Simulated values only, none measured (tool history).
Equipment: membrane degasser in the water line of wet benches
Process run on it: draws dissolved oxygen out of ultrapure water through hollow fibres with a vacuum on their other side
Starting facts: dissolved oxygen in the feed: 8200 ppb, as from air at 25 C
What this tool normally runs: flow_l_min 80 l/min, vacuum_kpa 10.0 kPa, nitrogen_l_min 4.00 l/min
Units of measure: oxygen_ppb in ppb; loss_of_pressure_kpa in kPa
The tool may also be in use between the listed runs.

run	day	flow_l_min	vacuum_kpa	nitrogen_l_min	oxygen_ppb	loss_of_pressure_kpa
1	0.000	80	10.0	4.00	383.7	25.97
2	6.433	80	10.0	4.00	383.3	26.21
3	9.738	80	10.0	4.00	380.7	25.88
4	13.404	80	21.9	4.00	839.7	26.11
5	20.417	80	10.0	4.00	379.8	26.12
6	24.925	80	10.0	4.00	377.3	26.11
7	31.371	80	10.0	4.00	381.9	26.10
8	38.379	80	10.0	4.00	379.9	26.20
9	41.908	80	10.0	4.00	381.8	25.99
# day 42.875: seals of the vacuum lines changed
10	46.458	80	10.0	4.00	382.0	25.97
11	50.225	80	10.0	4.00	380.4	26.11
12	53.979	80	10.0	1.86	631.3	26.15
13	59.771	80	10.0	1.86	633.5	26.12
14	66.704	92	10.0	1.86	727.9	30.09
15	72.183	69	10.0	4.00	315.8	22.59
16	79.217	80	10.0	5.49	313.8	26.14
17	84.704	80	10.0	5.49	310.8	26.17
18	89.100	80	10.0	5.49	313.6	26.04
19	94.608	80	10.0	5.49	313.9	26.04
20	98.371	80	10.0	5.49	312.3	25.99
21	105.004	84	9.6	7.37	275.1	27.38
22	110.512	73	10.0	4.33	319.6	23.86
23	117.704	54	10.0	4.00	231.8	17.69
24	124.171	80	21.0	3.52	890.1	26.01
# day 128.512: vacuum gauge calibrated
25	131.212	80	21.0	3.52	884.7	26.17
26	134.467	71	14.2	3.19	566.2	23.23
27	139.308	71	14.2	3.19	569.1	23.26
28	143.542	60	7.4	1.91	302.8	19.62
29	147.333	60	7.4	1.91	304.0	19.61
30	154.446	54	23.0	4.00	592.2	17.64
31	158.571	54	23.0	4.00	595.9	17.62

Consider 5 possible next runs. They are alternatives, not a sequence: every one starts from the tool as it was left by run 31. What does each give?
A	164.217	84	16.0	3.72	?	?
B	164.217	80	13.5	4.00	?	?
C	164.217	54	6.5	4.00	?	?
D	164.217	87	23.0	4.00	?	?
E	164.217	80	10.0	5.89	?	?

run	oxygen_ppb	loss_of_pressure_kpa
A	690.9	27.34
B	522.2	26.05
C	125.5	17.67
D	960.2	28.51
E	297.1	26.18
Take away the tool's hidden state, keep each run's random variation, and the runs would have read:
run	oxygen_ppb	loss_of_pressure_kpa
A	690.5	27.32
B	521.9	26.04
C	125.4	17.66
D	959.9	28.49
E	296.8	26.16
